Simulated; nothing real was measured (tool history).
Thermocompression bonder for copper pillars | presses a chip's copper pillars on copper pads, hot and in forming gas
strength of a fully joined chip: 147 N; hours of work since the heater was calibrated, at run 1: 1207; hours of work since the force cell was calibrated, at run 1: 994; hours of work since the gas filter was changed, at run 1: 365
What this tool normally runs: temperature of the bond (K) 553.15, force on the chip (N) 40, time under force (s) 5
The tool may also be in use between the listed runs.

| run | hour | temperature of the bond (K) | force on the chip (N) | time under force (s) | hours of work since the heater was calibrated | hours of work since the force cell was calibrated | hours of work since the gas filter was changed | force that shears a chip off (N) |
|---|---|---|---|---|---|---|---|---|
| 1 | 0.0 | 553.15 | 40 | 5 | 1207 | 994 | 365 | 77.4 |
|  | 23.7 | heater calibrated with a thermocouple chip |
| 2 | 24.1 | 553.15 | 40 | 5 | 0 | 1007 | 378 | 85.5 |
| 3 | 53.0 | 553.15 | 40 | 5 | 17 | 1024 | 395 | 84.6 |
|  | 68.2 | forming gas filter changed |
| 4 | 93.7 | 553.15 | 40 | 5 | 41 | 1048 | 15 | 95.3 |
| 5 | 117.9 | 553.15 | 40 | 5 | 55 | 1062 | 29 | 96.0 |
| 6 | 149.1 | 553.15 | 40 | 5 | 74 | 1080 | 48 | 93.8 |
| 7 | 172.8 | 553.15 | 35 | 5 | 88 | 1094 | 62 | 86.6 |
| 8 | 214.1 | 553.15 | 35 | 5 | 112 | 1119 | 86 | 84.2 |
| 9 | 246.8 | 553.15 | 35 | 5 | 131 | 1138 | 105 | 85.3 |
| 10 | 285.5 | 553.15 | 35 | 3 | 154 | 1161 | 128 | 70.0 |
| 11 | 322.8 | 568.15 | 48 | 3 | 176 | 1183 | 150 | 101.9 |
| 12 | 341.5 | 528.15 | 36 | 11 | 187 | 1194 | 161 | 80.6 |
| 13 | 366.0 | 578.15 | 36 | 11 | 201 | 1208 | 175 | 122.4 |
| 14 | 387.9 | 553.15 | 45 | 5 | 214 | 1221 | 188 | 97.5 |
| 15 | 427.5 | 553.15 | 45 | 5 | 238 | 1244 | 212 | 96.6 |
| 16 | 472.3 | 533.15 | 34 | 5 | 264 | 1271 | 238 | 60.5 |
| 17 | 497.3 | 533.15 | 34 | 5 | 279 | 1285 | 253 | 59.1 |
| 18 | 538.0 | 525.15 | 53 | 5 | 303 | 1309 | 277 | 74.6 |
| 19 | 576.8 | 525.15 | 53 | 5 | 326 | 1332 | 300 | 73.3 |

5 options for the next run, each taken on its own from the tool as it stands now. Forecast them:
| A | 614.7 | 553.15 | 40 | 3 | 348 | 1355 | 322 | ? |
| B | 614.7 | 524.15 | 41 | 4 | 348 | 1355 | 322 | ? |
| C | 614.7 | 566.15 | 47 | 11 | 348 | 1355 | 322 | ? |
| D | 614.7 | 553.15 | 40 | 11 | 348 | 1355 | 322 | ? |
| E | 614.7 | 566.15 | 53 | 5 | 348 | 1355 | 322 | ? |

| run | force that shears a chip off (N) |
|---|---|
| A | 72.2 |
| B | 55.0 |
| C | 121.6 |
| D | 103.0 |
| E | 111.0 |
The same runs, with their run-to-run variation unchanged, on a tool lacking any hidden condition would have given:
| run | force that shears a chip off (N) |
|---|---|
| A | 83.1 |
| B | 64.2 |
| C | 135.9 |
| D | 116.7 |
| E | 125.1 |

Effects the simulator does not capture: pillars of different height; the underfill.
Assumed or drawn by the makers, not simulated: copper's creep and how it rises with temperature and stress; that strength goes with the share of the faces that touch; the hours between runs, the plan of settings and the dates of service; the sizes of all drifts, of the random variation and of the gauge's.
